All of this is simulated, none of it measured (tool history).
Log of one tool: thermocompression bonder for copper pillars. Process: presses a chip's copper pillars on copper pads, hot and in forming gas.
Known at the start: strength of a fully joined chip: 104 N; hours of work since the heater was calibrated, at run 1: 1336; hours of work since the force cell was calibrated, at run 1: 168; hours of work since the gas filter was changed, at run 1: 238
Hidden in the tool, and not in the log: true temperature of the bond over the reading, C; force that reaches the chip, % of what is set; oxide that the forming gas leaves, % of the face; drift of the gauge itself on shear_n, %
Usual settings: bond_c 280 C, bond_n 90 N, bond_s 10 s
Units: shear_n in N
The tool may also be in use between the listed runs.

run	hour	bond_c	bond_n	bond_s	hours of work since the heater was calibrated	hours of work since the force cell was calibrated	hours of work since the gas filter was changed	shear_n
1	0	280	90	10	1336	168	238	67.3
2	26.9	280	90	10	1356	188	257	68.7
3	66	280	90	10	1384	216	286	67.5
4	123.5	280	90	10	1427	258	328	66.4
5	182.4	280	90	10	1470	302	371	65.7
# hour 195.7: heater calibrated with a thermocouple chip
6	224.8	280	90	5	21	331	401	51.2
7	277.5	280	90	5	60	370	440	50.9
# hour 326.3: forming gas filter changed
8	328.5	280	90	5	97	407	2	56.4
9	365.1	280	90	5	124	434	28	56
10	420	280	90	5	164	474	69	54.9
11	465	280	90	29	197	507	102	86.1
12	530.2	280	90	29	245	555	149	84.4
13	573.3	280	90	13	276	586	181	71
14	639.3	280	90	13	325	634	229	70.4
15	677.3	280	90	13	352	662	257	68.7
16	733.6	280	90	10	394	704	298	64
# hour 738.9: force cell calibrated
17	774.1	280	90	10	422	26	327	62.2
18	807.5	280	54	10	447	50	351	45.4
19	845.4	280	54	10	474	78	379	44.9
20	877.5	280	90	8	498	101	403	58
21	904.2	266	69	23	517	121	422	56.9
22	955	280	90	8	555	158	459	56.6
# hour 974.3: forming gas filter changed
23	983.6	280	90	8	575	179	7	62.5
24	1023.7	257	119	12	605	208	36	64.4
25	1067.8	291	59	7	637	241	69	50.2
# hour 1086.8: force cell calibrated, once more
26	1128.2	258	90	12	680	30	112	58.9
27	1163.4	280	131	10	706	56	137	82.6
28	1215.8	280	131	10	744	94	176	81.2
29	1256.1	297	107	8	774	124	205	79.6
30	1302.7	280	114	19	808	158	239	85.1
31	1367.7	290	90	7	856	206	287	66.9
32	1417.8	290	90	7	892	242	324	66.8
33	1464.2	261	130	5	926	276	358	55.4
34	1520.4	255	108	28	967	318	399	72.9
35	1547.1	289	69	18	987	337	419	70.7
36	1577	306	58	20	1009	359	440	76.9
# hour 1623.9: forming gas filter changed
37	1641.7	306	58	20	1056	406	13	83
38	1688.2	306	58	20	1090	440	47	82.6
39	1739.1	272	128	23	1127	477	84	89

Hidden state at the last listed run before each entry between runs and at the first one after, where it differs:
Between runs 5 and 6: heater calibrated with a thermocouple chip (hour 195.7)
  true temperature of the bond over the reading, C: 6.2 -> 2.3; force that reaches the chip, % of what is set: 96.6 -> 96.2; oxide that the forming gas leaves, % of the face: 9.26 -> 9.9
  measured less the result without the state, shear_n: -3.5 -> -5.2 N
Between runs 7 and 8: forming gas filter changed (hour 326.3)
  true temperature of the bond over the reading, C: 2.4 -> 2.5; force that reaches the chip, % of what is set: 95.8 -> 95.4; oxide that the forming gas leaves, % of the face: 10.65 -> 0.7
  measured less the result without the state, shear_n: -5.7 -> -0.1 N
Between runs 16 and 17: force cell calibrated (hour 738.9)
  true temperature of the bond over the reading, C: 3.7 -> 3.8; force that reaches the chip, % of what is set: 92.3 -> 88.7; oxide that the forming gas leaves, % of the face: 7.2 -> 7.82
  measured less the result without the state, shear_n: -5.1 -> -7 N
Between runs 22 and 23: forming gas filter changed (hour 974.3)
  true temperature of the bond over the reading, C: 4.3 -> 4.4; force that reaches the chip, % of what is set: 87.3 -> 87; oxide that the forming gas leaves, % of the face: 10.72 -> 0.73
  measured less the result without the state, shear_n: -8.7 -> -2.3 N
Between runs 25 and 26: force cell calibrated, once more (hour 1086.8)
  true temperature of the bond over the reading, C: 4.7 -> 4.8; force that reaches the chip, % of what is set: 86.4 -> 98.9; oxide that the forming gas leaves, % of the face: 2.08 -> 3.05
  measured less the result without the state, shear_n: -3.2 -> +1.5 N
Between runs 36 and 37: forming gas filter changed (hour 1623.9)
  true temperature of the bond over the reading, C: 6.1 -> 6.3; force that reaches the chip, % of what is set: 95.5 -> 95; oxide that the forming gas leaves, % of the face: 10.05 -> 0.96
  measured less the result without the state, shear_n: -6.4 -> +1.3 N
